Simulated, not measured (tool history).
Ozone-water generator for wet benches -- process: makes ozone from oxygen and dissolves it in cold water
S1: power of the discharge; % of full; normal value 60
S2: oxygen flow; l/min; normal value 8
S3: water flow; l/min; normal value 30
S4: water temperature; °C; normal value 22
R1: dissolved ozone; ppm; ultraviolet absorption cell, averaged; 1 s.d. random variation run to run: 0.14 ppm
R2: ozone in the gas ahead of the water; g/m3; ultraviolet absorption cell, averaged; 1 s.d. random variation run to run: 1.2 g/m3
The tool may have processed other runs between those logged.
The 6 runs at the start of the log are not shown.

run 7 day=18.704 | S1=60 S2=9.13 S3=30 S4=22 | R1=16.1 R2=197.1
run 8 day=20.488 | S1=60 S2=8 S3=19 S4=22 | R1=22.1 R2=205.3
run 9 day=22.921 | S1=60 S2=8 S3=19 S4=22 | R1=22.2 R2=207.5
run 10 day=25.362 | S1=60 S2=8 S3=26 S4=22 | R1=17.6 R2=207.6
run 11 day=27.717 | S1=60 S2=8 S3=26 S4=22 | R1=17.4 R2=205.8
run 12 day=31.208 | S1=60 S2=8 S3=30 S4=22 | R1=15.6 R2=205.8
run 13 day=32.804 | S1=60 S2=8 S3=30 S4=22 | R1=16 R2=207.1
run 14 day=34.829 | S1=60 S2=8 S3=30 S4=22 | R1=15.4 R2=206.2
run 15 day=36.958 | S1=60 S2=8 S3=30 S4=22 | R1=15.6 R2=205.3
run 16 day=38.55 | S1=71 S2=8 S3=30 S4=22 | R1=17.4 R2=227.2
run 17 day=41.554 | S1=60 S2=4.09 S3=30 S4=15 | R1=14.8 R2=266.8
run 18 day=43.075 | S1=60 S2=4.09 S3=30 S4=15 | R1=14.7 R2=267
run 19 day=44.938 | S1=60 S2=9.82 S3=30 S4=22 | R1=15.8 R2=189.7
-- day=45.262 water thermometer calibrated
run 20 day=48.342 | S1=97 S2=9.67 S3=32 S4=19 | R1=21.5 R2=253.8
run 21 day=51.517 | S1=62 S2=9.6 S3=42 S4=22 | R1=12.2 R2=195.3
run 22 day=54.062 | S1=96 S2=6.92 S3=25 S4=15 | R1=26 R2=288.6
run 23 day=57.758 | S1=55 S2=6.86 S3=19 S4=15 | R1=23.1 R2=206.7
-- day=60.179 water thermometer calibrated, once more
run 24 day=60.85 | S1=55 S2=6.86 S3=19 S4=15 | R1=23.2 R2=206.3
run 25 day=64.396 | S1=77 S2=11.77 S3=18 S4=20 | R1=26.6 R2=202.3
run 26 day=67.512 | S1=88 S2=8 S3=30 S4=22 | R1=19.6 R2=255.7
run 27 day=69.938 | S1=44 S2=8 S3=19 S4=22 | R1=18 R2=169.5
run 28 day=73.658 | S1=44 S2=8 S3=19 S4=22 | R1=18.2 R2=170.6
run 29 day=76.067 | S1=93 S2=7.15 S3=18 S4=22 | R1=29.1 R2=275.2
run 30 day=79.204 | S1=42 S2=8 S3=34 S4=22 | R1=11.6 R2=165.2
run 31 day=80.962 | S1=42 S2=8 S3=34 S4=22 | R1=11.3 R2=165.5

Predict each of these 3 candidate next runs independently; none follows another, all start after run 31:
run A day=82.521 | S1=65 S2=8 S3=24 S4=25 | R1=? R2=?
run B day=82.521 | S1=42 S2=5.43 S3=34 S4=18 | R1=? R2=?
run C day=82.521 | S1=80 S2=10.85 S3=21 S4=22 | R1=? R2=?

run=A R1=18.1 R2=212.9
run=B R1=10.9 R2=192.5
run=C R1=23.8 R2=212.9
Stripped of hidden state, with their random variation kept, the same runs would have yielded:
run=A R1=19 R2=218.9
run=B R1=11.4 R2=196.4
run=C R1=25.1 R2=219.6
